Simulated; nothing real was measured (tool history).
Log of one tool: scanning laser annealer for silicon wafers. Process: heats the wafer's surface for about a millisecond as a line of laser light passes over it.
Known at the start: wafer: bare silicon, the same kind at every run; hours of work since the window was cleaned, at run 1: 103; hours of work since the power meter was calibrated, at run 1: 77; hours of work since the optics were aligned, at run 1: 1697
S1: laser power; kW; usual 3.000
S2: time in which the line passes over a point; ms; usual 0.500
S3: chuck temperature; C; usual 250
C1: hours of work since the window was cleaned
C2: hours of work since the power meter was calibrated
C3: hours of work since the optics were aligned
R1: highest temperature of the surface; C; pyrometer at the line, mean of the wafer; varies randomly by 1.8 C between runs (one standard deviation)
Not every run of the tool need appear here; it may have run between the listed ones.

| run | day | S1 | S2 | S3 | C1 | C2 | C3 | R1 |
|---|---|---|---|---|---|---|---|---|
| 1 | 0.000 | 3.000 | 0.500 | 250 | 103 | 77 | 1697 | 1055 |
| 2 | 0.488 | 3.000 | 0.500 | 250 | 108 | 82 | 1702 | 1053 |
| 3 | 0.900 | 3.233 | 0.500 | 250 | 111 | 86 | 1706 | 1133 |
| 4 | 1.317 | 3.233 | 0.500 | 250 | 116 | 90 | 1710 | 1134 |
| 5 | 1.671 | 3.233 | 0.500 | 250 | 119 | 94 | 1713 | 1129 |
| 6 | 1.946 | 3.233 | 0.500 | 250 | 122 | 96 | 1716 | 1131 |
| 7 | 2.329 | 3.233 | 0.500 | 250 | 125 | 100 | 1720 | 1127 |
| 8 | 2.762 | 3.233 | 0.500 | 250 | 129 | 104 | 1724 | 1134 |
| 9 | 2.979 | 3.000 | 0.500 | 250 | 132 | 106 | 1726 | 1049 |
| 10 | 3.400 | 3.000 | 0.500 | 250 | 136 | 110 | 1730 | 1052 |
| 11 | 3.708 | 3.000 | 0.568 | 250 | 139 | 113 | 1733 | 1114 |
| 12 | 3.971 | 3.000 | 0.568 | 250 | 141 | 116 | 1736 | 1112 |
| 13 | 4.454 | 2.663 | 0.568 | 250 | 146 | 121 | 1740 | 999 |
| 14 | 4.721 | 3.000 | 0.500 | 250 | 148 | 123 | 1743 | 1051 |
| 15 | 5.004 | 3.000 | 0.370 | 250 | 151 | 126 | 1746 | 927 |
| 16 | 5.379 | 3.000 | 0.370 | 250 | 155 | 129 | 1749 | 927 |
| 17 | 5.758 | 3.000 | 0.370 | 250 | 158 | 133 | 1753 | 927 |
| 18 | 6.250 | 3.000 | 0.370 | 250 | 163 | 138 | 1758 | 931 |
| 19 | 6.596 | 3.000 | 0.370 | 250 | 167 | 141 | 1761 | 930 |
| 20 | 6.800 | 3.000 | 0.370 | 250 | 169 | 143 | 1763 | 929 |
| 21 | 7.171 | 2.717 | 0.500 | 275 | 172 | 147 | 1767 | 986 |
| 22 | 7.546 | 3.033 | 0.497 | 225 | 176 | 150 | 1770 | 1036 |
| 23 | 7.842 | 2.863 | 0.497 | 225 | 179 | 153 | 1773 | 981 |
| 24 | 8.129 | 2.863 | 0.497 | 225 | 181 | 156 | 1776 | 978 |
| 25 | 8.400 | 2.747 | 0.433 | 241 | 184 | 159 | 1779 | 908 |
| 26 | 8.775 | 2.865 | 0.433 | 273 | 188 | 162 | 1782 | 970 |
| 27 | 9.062 | 2.813 | 0.405 | 250 | 190 | 165 | 1785 | 909 |
| 28 | 9.296 | 3.000 | 0.533 | 250 | 193 | 167 | 1787 | 1080 |
| 29 | 9.758 | 3.258 | 0.500 | 250 | 197 | 172 | 1792 | 1136 |
| 30 | 10.242 | 2.854 | 0.541 | 240 | 202 | 176 | 1796 | 1029 |
| 31 | 10.721 | 2.854 | 0.541 | 240 | 206 | 181 | 1801 | 1025 |
|  | 11.242 | optics aligned, line set to its width |
| 32 | 11.400 | 2.634 | 0.616 | 219 | 211 | 186 | 2 | 992 |
| 33 | 11.596 | 2.899 | 0.508 | 232 | 213 | 188 | 3 | 1013 |
| 34 | 11.950 | 3.285 | 0.403 | 231 | 216 | 191 | 7 | 1026 |
| 35 | 12.400 | 2.738 | 0.500 | 250 | 221 | 195 | 11 | 968 |
| 36 | 12.671 | 3.000 | 0.500 | 239 | 223 | 198 | 14 | 1043 |
| 37 | 12.921 | 2.587 | 0.500 | 267 | 226 | 200 | 16 | 940 |
| 38 | 13.371 | 2.587 | 0.500 | 267 | 230 | 205 | 21 | 942 |
| 39 | 13.600 | 3.241 | 0.367 | 267 | 232 | 207 | 23 | 1010 |
| 40 | 13.888 | 3.241 | 0.367 | 267 | 235 | 210 | 26 | 1013 |

Describe how what the log doesn't record of the tool's condition differs between the last listed run preceding each entry between runs and the first listed run following it.
Runs 31 to 32: optics aligned, line set to its width (day 11.242)
  light that passes the window, % of a clean one's: 98.99 -> 98.97; laser's true power over the reading, %: 0.08 -> 0.07; width of the line over the set one, %: 1.57 -> 0.27
  measured result minus the result with no hidden state, R1: -17 -> -10 C
